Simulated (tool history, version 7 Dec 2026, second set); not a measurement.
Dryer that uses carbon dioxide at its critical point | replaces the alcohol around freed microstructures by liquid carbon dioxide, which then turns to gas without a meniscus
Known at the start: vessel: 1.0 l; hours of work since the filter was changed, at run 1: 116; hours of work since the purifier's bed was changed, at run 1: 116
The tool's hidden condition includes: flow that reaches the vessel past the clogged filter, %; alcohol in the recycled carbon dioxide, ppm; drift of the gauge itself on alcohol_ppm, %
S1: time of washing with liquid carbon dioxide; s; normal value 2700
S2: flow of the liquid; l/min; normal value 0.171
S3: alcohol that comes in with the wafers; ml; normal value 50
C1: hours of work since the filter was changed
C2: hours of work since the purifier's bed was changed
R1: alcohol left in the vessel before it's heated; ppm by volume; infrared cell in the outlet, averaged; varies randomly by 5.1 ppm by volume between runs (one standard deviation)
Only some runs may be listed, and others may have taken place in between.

run    hour    S1     S2  S3   C1   C2   R1
  1     0.0  2700  0.171  50  116  116  129
  2    29.7  2700  0.171  50  132  132  137
  3    80.9  2700  0.171  50  160  160  152
  4   110.5  2700  0.171  75  177  177  236
      128.9  -- inlet filter changed
  5   164.9  2700  0.171  75   20  206  121
  6   199.0  2700  0.171  75   39  225  141
  7   225.0  2700  0.171  75   53  239  135
  8   275.2  2700  0.171  75   81  267  145
  9   322.7  2700  0.171  50  107  293  131
 10   346.9  2700  0.171  50  120  307  136
 11   394.1  2700  0.171  50  146  333  137
 12   416.6  2700  0.171  50  159  345  154
 13   445.0  2700  0.171  50  175  361  157
      465.5  -- inlet filter changed
 14   489.6  2700  0.171  50   13  385  104
 15   513.5  2700  0.110  50   27  398  766
 16   561.5  2700  0.171  50   53  425  115
 17   594.0  2700  0.171  50   71  443  120
 18   624.5  2700  0.171  50   88  459  127
 19   653.3  2700  0.163  56  104  475  183
 20   682.8  3060  0.184  58  120  492   71
 21   713.2  4080  0.107  35  137  508  127
 22   741.0  2700  0.113  50  152  524  908
 23   785.6  4020  0.171  50  177  548   45
      801.4  -- inlet filter changed
 24   822.6  2100  0.223  50   12  568  105
 25   856.8  3720  0.171  65   31  587   50
 26   901.9  2160  0.220  50   55  612  122
 27   935.9  2160  0.220  50   74  631  114
 28   983.3  2940  0.220  63  100  657   53
 29  1033.6  4020  0.171  48  128  685   51
 30  1063.0  3600  0.171  91  144  701   82
 31  1088.5  2100  0.268  28  159  715   72

Table of differences, measured result less the result of that run with no hidden state. Run-to-run variation is the same in both. Gauge scatter possibly is not:
run    R1
  1   +50
  2   +60
  3   +76
  4  +121
  5   +22
  6   +30
  7   +37
  8   +51
  9   +52
 10   +57
 11   +71
 12   +76
 13   +83
 14   +27
 15   +79
 16   +39
 17   +49
 18   +54
 19   +76
 20   +41
 21   +68
 22  +315
 23   +35
 24   +35
 25   +35
 26   +51
 27   +58
 28   +43
 29   +43
 30   +57
 31   +54
